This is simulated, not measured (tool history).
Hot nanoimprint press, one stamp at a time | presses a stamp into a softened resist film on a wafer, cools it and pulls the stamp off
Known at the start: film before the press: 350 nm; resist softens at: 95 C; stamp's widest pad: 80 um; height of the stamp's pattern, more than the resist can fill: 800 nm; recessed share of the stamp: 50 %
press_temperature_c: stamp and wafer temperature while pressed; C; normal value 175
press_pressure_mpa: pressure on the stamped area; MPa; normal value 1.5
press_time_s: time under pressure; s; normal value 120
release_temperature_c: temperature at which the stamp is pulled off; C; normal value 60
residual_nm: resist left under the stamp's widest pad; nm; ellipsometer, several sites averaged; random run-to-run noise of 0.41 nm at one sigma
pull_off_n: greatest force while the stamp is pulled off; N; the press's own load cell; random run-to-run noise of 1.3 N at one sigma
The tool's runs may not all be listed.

run,hour,press_temperature_c,press_pressure_mpa,press_time_s,release_temperature_c,residual_nm,pull_off_n
1,0,175,1.5,120,60,170.6,94
2,10.7,175,1.5,120,60,169.8,93
3,26.7,175,1.5,120,60,170.1,92
4,48.3,175,1.5,120,60,169.3,93
5,61,175,1.5,120,60,168.9,95
6,71.5,175,1.5,120,60,168.6,94
7,86.9,175,1.5,120,60,168.9,98
# hour 97: plate thermocouple calibrated
8,104.4,175,1.5,120,60,164.3,96
9,116.4,175,1.5,120,54,164.7,105
10,137.9,175,1.5,120,63,163.9,98
11,150.8,175,1.5,63,60,203.4,99
12,169.6,175,1.5,120,60,163.7,101
13,180.6,175,1.5,120,60,163.9,101
# hour 195.7: plate thermocouple calibrated, once more
14,198.2,184,1.5,120,60,118.9,103
15,213.8,184,1.5,120,60,118.9,105
16,228.5,173,2.39,105,47,166.2,114
17,242.7,177,1.42,120,60,166.5,107
18,263.8,175,1.5,120,68,176.9,103
19,284.6,175,1.76,120,66,164.1,104
20,300.3,175,1.76,120,66,164.5,105
21,321.5,175,1.76,218,66,131.3,106
22,333.4,175,0.91,103,66,224.2,107
23,352.9,175,0.91,205,62,180.4,109
24,362.4,176,1.71,76,52,186.2,119
25,379.8,176,1.71,76,52,186.6,120
# hour 387.4: stamp cleaned and given a new release coat
26,398.9,178,1.71,111,52,149.1,96
27,408,170,1.43,120,53,218,98
28,424.7,175,1.71,84,60,186.9,93
29,433.8,175,1.03,143,61,193.2,93
30,455,175,1.03,143,61,192.3,95

Consider 3 possible next runs. They are alternatives, not a sequence: every one starts from the tool as it was left by run 30. What does each give?
A,473.4,175,1.03,143,61,?,?
B,473.4,175,1.34,120,60,?,?
C,473.4,187,1.03,143,61,?,?

run,residual_nm,pull_off_n
A,192.1,95
B,182.5,95
C,114.5,95
With no hidden state in the tool, these same runs would have given:
run,residual_nm,pull_off_n
A,194.9,91
B,184.8,91
C,116.2,91
